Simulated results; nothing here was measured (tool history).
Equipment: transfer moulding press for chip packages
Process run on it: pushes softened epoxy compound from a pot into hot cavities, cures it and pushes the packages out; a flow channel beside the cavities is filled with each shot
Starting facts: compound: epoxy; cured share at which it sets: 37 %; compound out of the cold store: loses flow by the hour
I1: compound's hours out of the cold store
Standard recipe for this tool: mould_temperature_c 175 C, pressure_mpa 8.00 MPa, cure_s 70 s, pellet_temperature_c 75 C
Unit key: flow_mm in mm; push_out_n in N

run 1 hour=0.0 | mould_temperature_c=175 pressure_mpa=8.00 cure_s=70 pellet_temperature_c=75 | I1=39.6 | flow_mm=736 push_out_n=217
run 2 hour=22.2 | mould_temperature_c=175 pressure_mpa=8.00 cure_s=70 pellet_temperature_c=75 | I1=44.7 | flow_mm=724 push_out_n=216
run 3 hour=68.5 | mould_temperature_c=175 pressure_mpa=8.00 cure_s=70 pellet_temperature_c=75 | I1=38.7 | flow_mm=734 push_out_n=207
run 4 hour=113.9 | mould_temperature_c=175 pressure_mpa=8.00 cure_s=70 pellet_temperature_c=75 | I1=43.2 | flow_mm=717 push_out_n=220
run 5 hour=160.7 | mould_temperature_c=175 pressure_mpa=8.00 cure_s=70 pellet_temperature_c=75 | I1=14.0 | flow_mm=853 push_out_n=228
run 6 hour=198.1 | mould_temperature_c=175 pressure_mpa=6.08 cure_s=70 pellet_temperature_c=75 | I1=43.0 | flow_mm=635 push_out_n=222
run 7 hour=221.0 | mould_temperature_c=175 pressure_mpa=6.08 cure_s=70 pellet_temperature_c=75 | I1=12.3 | flow_mm=746 push_out_n=235
run 8 hour=241.0 | mould_temperature_c=175 pressure_mpa=8.00 cure_s=70 pellet_temperature_c=75 | I1=45.1 | flow_mm=714 push_out_n=215
run 9 hour=281.0 | mould_temperature_c=175 pressure_mpa=8.00 cure_s=70 pellet_temperature_c=75 | I1=45.3 | flow_mm=706 push_out_n=207
run 10 hour=326.4 | mould_temperature_c=175 pressure_mpa=8.00 cure_s=70 pellet_temperature_c=75 | I1=10.8 | flow_mm=871 push_out_n=227
run 11 hour=374.0 | mould_temperature_c=175 pressure_mpa=8.00 cure_s=70 pellet_temperature_c=75 | I1=14.4 | flow_mm=844 push_out_n=237
run 12 hour=420.5 | mould_temperature_c=179 pressure_mpa=8.00 cure_s=70 pellet_temperature_c=75 | I1=30.6 | flow_mm=760 push_out_n=191
run 13 hour=447.5 | mould_temperature_c=179 pressure_mpa=8.00 cure_s=70 pellet_temperature_c=75 | I1=10.9 | flow_mm=851 push_out_n=191
run 14 hour=489.2 | mould_temperature_c=175 pressure_mpa=8.00 cure_s=70 pellet_temperature_c=75 | I1=26.8 | flow_mm=804 push_out_n=224
run 15 hour=529.9 | mould_temperature_c=175 pressure_mpa=8.00 cure_s=70 pellet_temperature_c=75 | I1=20.0 | flow_mm=813 push_out_n=226
run 16 hour=562.7 | mould_temperature_c=175 pressure_mpa=7.22 cure_s=70 pellet_temperature_c=85 | I1=20.9 | flow_mm=775 push_out_n=224
run 17 hour=590.9 | mould_temperature_c=175 pressure_mpa=9.33 cure_s=70 pellet_temperature_c=69 | I1=37.6 | flow_mm=801 push_out_n=218
run 18 hour=624.6 | mould_temperature_c=178 pressure_mpa=9.33 cure_s=70 pellet_temperature_c=81 | I1=25.9 | flow_mm=855 push_out_n=201
run 19 hour=659.9 | mould_temperature_c=178 pressure_mpa=8.00 cure_s=94 pellet_temperature_c=75 | I1=19.8 | flow_mm=803 push_out_n=170
run 20 hour=706.0 | mould_temperature_c=178 pressure_mpa=8.00 cure_s=66 pellet_temperature_c=66 | I1=39.6 | flow_mm=724 push_out_n=208
run 21 hour=738.7 | mould_temperature_c=168 pressure_mpa=8.00 cure_s=66 pellet_temperature_c=71 | I1=14.1 | flow_mm=878 push_out_n=454
run 22 hour=775.2 | mould_temperature_c=172 pressure_mpa=9.82 cure_s=59 pellet_temperature_c=75 | I1=43.6 | flow_mm=810 push_out_n=387
run 23 hour=809.6 | mould_temperature_c=175 pressure_mpa=6.35 cure_s=70 pellet_temperature_c=75 | I1=16.1 | flow_mm=748 push_out_n=232
run 24 hour=847.9 | mould_temperature_c=170 pressure_mpa=8.00 cure_s=70 pellet_temperature_c=75 | I1=21.7 | flow_mm=830 push_out_n=334
run 25 hour=897.1 | mould_temperature_c=183 pressure_mpa=8.00 cure_s=55 pellet_temperature_c=69 | I1=38.2 | flow_mm=722 push_out_n=224
run 26 hour=923.6 | mould_temperature_c=183 pressure_mpa=8.00 cure_s=55 pellet_temperature_c=69 | I1=37.6 | flow_mm=719 push_out_n=234
run 27 hour=949.3 | mould_temperature_c=175 pressure_mpa=7.74 cure_s=79 pellet_temperature_c=75 | I1=24.6 | flow_mm=785 push_out_n=185

Missing from the log above: 30 entries noted between runs. For each, name the pair of listed runs it sits between and say how the tool's hidden condition differs from the listed run just before to the listed run just after:
Between runs 1 and 2: plunger's sealing rings changed (hour 6.1)
  pressure that reaches the compound, % of what is set: 99.67 -> 99.98; grip of the stained cavities, % over clean ones': 0.6 -> 1.4
Between runs 2 and 3: cavities cleaned with cleaning compound and waxed (hour 27.8); cavities cleaned with cleaning compound and waxed (hour 63.6)
  pressure that reaches the compound, % of what is set: 99.98 -> 99.92; grip of the stained cavities, % over clean ones': 1.4 -> 0.4
Between runs 3 and 4: cavities cleaned with cleaning compound and waxed (hour 100.8)
  pressure that reaches the compound, % of what is set: 99.92 -> 99.87; grip of the stained cavities, % over clean ones': 0.4 -> 0.8
Between runs 4 and 5: cavities cleaned with cleaning compound and waxed (hour 139.9)
  pressure that reaches the compound, % of what is set: 99.87 -> 99.81; grip of the stained cavities, % over clean ones': 0.8 -> 1.1
Between runs 5 and 6: cavities cleaned with cleaning compound and waxed (hour 179.7)
  pressure that reaches the compound, % of what is set: 99.81 -> 99.77; grip of the stained cavities, % over clean ones': 1.1 -> 1
Between runs 6 and 7: cavities cleaned with cleaning compound and waxed (hour 216.3)
  pressure that reaches the compound, % of what is set: 99.77 -> 99.74; grip of the stained cavities, % over clean ones': 1 -> 0.4
Between runs 8 and 9: cavities cleaned with cleaning compound and waxed (hour 254.8)
  pressure that reaches the compound, % of what is set: 99.72 -> 99.67
Between runs 9 and 10: plunger's sealing rings changed (hour 287.6); cavities cleaned with cleaning compound and waxed (hour 295.1)
  true mould temperature over the reading, C: 0.01 -> 0.02; pressure that reaches the compound, % of what is set: 99.67 -> 99.95; grip of the stained cavities, % over clean ones': 1.3 -> 1.4
Between runs 10 and 11: cavities cleaned with cleaning compound and waxed (hour 333.4); cavities cleaned with cleaning compound and waxed (hour 370.7)
  pressure that reaches the compound, % of what is set: 99.95 -> 99.9; grip of the stained cavities, % over clean ones': 1.4 -> 0.2
Between runs 11 and 12: cavities cleaned with cleaning compound and waxed (hour 407.6)
  pressure that reaches the compound, % of what is set: 99.9 -> 99.85; grip of the stained cavities, % over clean ones': 0.2 -> 0.8
Between runs 12 and 13: cavities cleaned with cleaning compound and waxed (hour 445.6)
  pressure that reaches the compound, % of what is set: 99.85 -> 99.82; grip of the stained cavities, % over clean ones': 0.8 -> 0.1
Between runs 13 and 14: cavities cleaned with cleaning compound and waxed (hour 481.9)
  pressure that reaches the compound, % of what is set: 99.82 -> 99.77; grip of the stained cavities, % over clean ones': 0.1 -> 0.5
Between runs 14 and 15: cavities cleaned with cleaning compound and waxed (hour 518.3)
  pressure that reaches the compound, % of what is set: 99.77 -> 99.72; grip of the stained cavities, % over clean ones': 0.5 -> 0.7
Between runs 15 and 16: cavities cleaned with cleaning compound and waxed (hour 556.5)
  pressure that reaches the compound, % of what is set: 99.72 -> 99.68; grip of the stained cavities, % over clean ones': 0.7 -> 0.4
Between runs 16 and 17: plunger's sealing rings changed (hour 571.8)
  pressure that reaches the compound, % of what is set: 99.68 -> 99.98; grip of the stained cavities, % over clean ones': 0.4 -> 1.4
Between runs 17 and 18: cavities cleaned with cleaning compound and waxed (hour 596.8)
  pressure that reaches the compound, % of what is set: 99.98 -> 99.94; grip of the stained cavities, % over clean ones': 1.4 -> 1.3
Between runs 18 and 19: cavities cleaned with cleaning compound and waxed (hour 635.7)
  true mould temperature over the reading, C: 0.02 -> 0.03; pressure that reaches the compound, % of what is set: 99.94 -> 99.9; grip of the stained cavities, % over clean ones': 1.3 -> 1.2
Between runs 19 and 20: cavities cleaned with cleaning compound and waxed (hour 672.6)
  pressure that reaches the compound, % of what is set: 99.9 -> 99.84; grip of the stained cavities, % over clean ones': 1.2 -> 1.5
Between runs 20 and 21: cavities cleaned with cleaning compound and waxed (hour 710.4)
  pressure that reaches the compound, % of what is set: 99.84 -> 99.8; grip of the stained cavities, % over clean ones': 1.5 -> 1.3
Between runs 21 and 22: cavities cleaned with cleaning compound and waxed (hour 749.3)
  pressure that reaches the compound, % of what is set: 99.8 -> 99.76
Between runs 22 and 23: cavities cleaned with cleaning compound and waxed (hour 788.5)
  pressure that reaches the compound, % of what is set: 99.76 -> 99.72; grip of the stained cavities, % over clean ones': 1.3 -> 1.1
Between runs 23 and 24: cavities cleaned with cleaning compound and waxed (hour 825.1)
  pressure that reaches the compound, % of what is set: 99.72 -> 99.68
Between runs 24 and 25: plunger's sealing rings changed (hour 854.1); cavities cleaned with cleaning compound and waxed (hour 866.6)
  pressure that reaches the compound, % of what is set: 99.68 -> 99.94; grip of the stained cavities, % over clean ones': 1.1 -> 1.4
Between runs 25 and 26: cavities cleaned with cleaning compound and waxed (hour 906.4); mould's thermocouples calibrated (hour 922.2)
  true mould temperature over the reading, C: 0.03 -> 0; pressure that reaches the compound, % of what is set: 99.94 -> 99.91; grip of the stained cavities, % over clean ones': 1.4 -> 0.9
Between runs 26 and 27: cavities cleaned with cleaning compound and waxed (hour 947.5)
  pressure that reaches the compound, % of what is set: 99.91 -> 99.89; grip of the stained cavities, % over clean ones': 0.9 -> 0.2
